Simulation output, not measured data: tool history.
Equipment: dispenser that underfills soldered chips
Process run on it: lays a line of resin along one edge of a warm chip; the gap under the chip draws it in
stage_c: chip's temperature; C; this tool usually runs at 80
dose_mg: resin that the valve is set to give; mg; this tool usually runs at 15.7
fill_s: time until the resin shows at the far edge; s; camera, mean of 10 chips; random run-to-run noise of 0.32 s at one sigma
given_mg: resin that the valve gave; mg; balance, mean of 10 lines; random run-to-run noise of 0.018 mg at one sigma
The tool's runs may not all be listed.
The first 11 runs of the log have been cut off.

| run | hour | stage_c | dose_mg | fill_s | given_mg |
|---|---|---|---|---|---|
| 12 | 33.0 | 93 | 15.7 | 12.0 | 15.61 |
|  | 35.5 | new syringe of resin |
| 13 | 36.6 | 93 | 15.7 | 6.0 | 15.58 |
| 14 | 41.2 | 93 | 18.1 | 8.3 | 17.96 |
| 15 | 44.7 | 91 | 18.1 | 9.9 | 17.99 |
| 16 | 48.1 | 91 | 18.1 | 11.3 | 17.96 |
| 17 | 50.5 | 80 | 18.7 | 18.4 | 18.57 |
|  | 53.0 | new syringe of resin |
| 18 | 54.4 | 80 | 18.7 | 10.5 | 18.53 |
| 19 | 56.3 | 92 | 15.3 | 7.7 | 15.15 |
| 20 | 59.7 | 92 | 15.3 | 8.8 | 15.13 |
| 21 | 63.4 | 73 | 19.6 | 20.0 | 19.38 |
| 22 | 65.9 | 73 | 19.6 | 21.8 | 19.35 |
| 23 | 68.6 | 89 | 20.1 | 14.1 | 19.83 |
|  | 70.1 | new syringe of resin |
| 24 | 73.4 | 89 | 20.1 | 8.2 | 19.83 |
| 25 | 77.1 | 81 | 20.0 | 13.1 | 19.71 |
| 26 | 79.7 | 91 | 20.2 | 10.0 | 19.92 |
| 27 | 83.0 | 79 | 20.3 | 17.7 | 19.98 |
| 28 | 85.2 | 94 | 14.8 | 12.1 | 14.54 |
|  | 87.4 | new syringe of resin |
| 29 | 89.5 | 94 | 14.8 | 6.1 | 14.54 |
| 30 | 93.5 | 93 | 16.2 | 8.4 | 15.96 |
| 31 | 97.8 | 93 | 16.2 | 9.9 | 15.89 |
| 32 | 100.0 | 93 | 16.2 | 11.0 | 15.88 |
| 33 | 103.0 | 87 | 13.3 | 15.7 | 13.03 |
|  | 104.7 | new syringe of resin |
| 34 | 105.8 | 74 | 17.2 | 12.7 | 16.84 |
|  | 109.2 | dispensing valve cleaned and set on the balance |
| 35 | 111.0 | 80 | 19.6 | 12.1 | 19.62 |
| 36 | 115.2 | 70 | 19.6 | 20.9 | 19.60 |

Alternative continuations, all from the tool just after run 36; predict every row:
| A | 119.8 | 74 | 14.1 | ? | ? |
| B | 119.8 | 66 | 18.8 | ? | ? |
| C | 119.8 | 71 | 15.1 | ? | ? |

| run | fill_s | given_mg |
|---|---|---|
| A | 23.3 | 14.07 |
| B | 31.3 | 18.73 |
| C | 25.3 | 15.05 |
Take away the tool's hidden state, keep each run's random variation, and the runs would have read:
| run | fill_s | given_mg |
|---|---|---|
| A | 12.3 | 14.11 |
| B | 16.6 | 18.78 |
| C | 13.3 | 15.09 |
